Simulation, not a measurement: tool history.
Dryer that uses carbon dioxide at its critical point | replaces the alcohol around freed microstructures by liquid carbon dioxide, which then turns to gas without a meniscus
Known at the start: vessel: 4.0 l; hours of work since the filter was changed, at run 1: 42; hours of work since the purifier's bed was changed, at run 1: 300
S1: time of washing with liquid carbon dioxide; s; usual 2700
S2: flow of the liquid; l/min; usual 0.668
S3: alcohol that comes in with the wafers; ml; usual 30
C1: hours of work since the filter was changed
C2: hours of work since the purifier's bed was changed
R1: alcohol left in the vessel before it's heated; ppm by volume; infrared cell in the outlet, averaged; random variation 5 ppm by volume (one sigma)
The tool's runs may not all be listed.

run	day	S1	S2	S3	C1	C2	R1
1	0.000	2700	0.668	30	42	300	81
2	1.358	2700	0.668	30	65	323	85
3	2.525	2700	0.668	30	85	343	82
4	4.375	2700	0.668	79	117	375	135
5	5.517	2700	0.668	30	136	394	96
6	7.942	2700	0.668	30	177	436	103
7	9.992	2700	0.668	30	212	471	103
8	11.708	2700	0.668	30	242	500	108
9	13.267	2700	0.668	30	268	526	114
10	14.662	2700	0.668	25	292	550	123
11	15.812	2700	0.668	25	312	570	117
12	18.354	2700	0.668	25	355	613	134
13	19.708	3000	0.668	30	378	636	112
14	22.083	3000	0.668	36	419	677	133
15	23.617	3000	0.668	36	445	703	142
16	25.258	2700	0.448	30	473	731	299
17	26.633	2040	0.668	35	496	754	265
18	27.779	2700	0.821	30	516	774	134
# day 30.150: inlet filter changed
19	30.179	2700	0.965	22	1	814	142
20	32.200	2700	0.668	31	35	849	169
21	33.762	2700	0.668	31	62	875	173
22	35.442	2700	0.939	30	90	904	151
23	38.038	2700	0.939	30	134	948	150
24	39.892	4020	0.927	39	166	980	151
25	42.279	2460	0.706	27	207	1020	193
26	43.750	2460	0.706	27	232	1045	193
27	46.104	3480	0.652	116	272	1085	194
28	48.467	2700	0.652	20	312	1126	207
29	50.392	2700	0.652	20	345	1159	204
30	52.962	3480	0.551	20	389	1202	195
31	54.742	2400	0.589	53	419	1233	356
32	57.396	2700	0.666	30	464	1278	234

5 ways to go on from here, each from the tool as it stands after run 32. What would each give?
A	59.650	1800	0.600	30	503	1316	?
B	59.650	2400	0.666	30	503	1316	?
C	59.650	2280	0.474	21	503	1316	?
D	59.650	2520	0.879	68	503	1316	?
E	59.650	2640	0.668	30	503	1316	?

run	R1
A	501
B	268
C	405
D	226
E	245
Without the tool's hidden state the same runs would have given:
run	R1
A	234
B	46
C	160
D	13
E	33
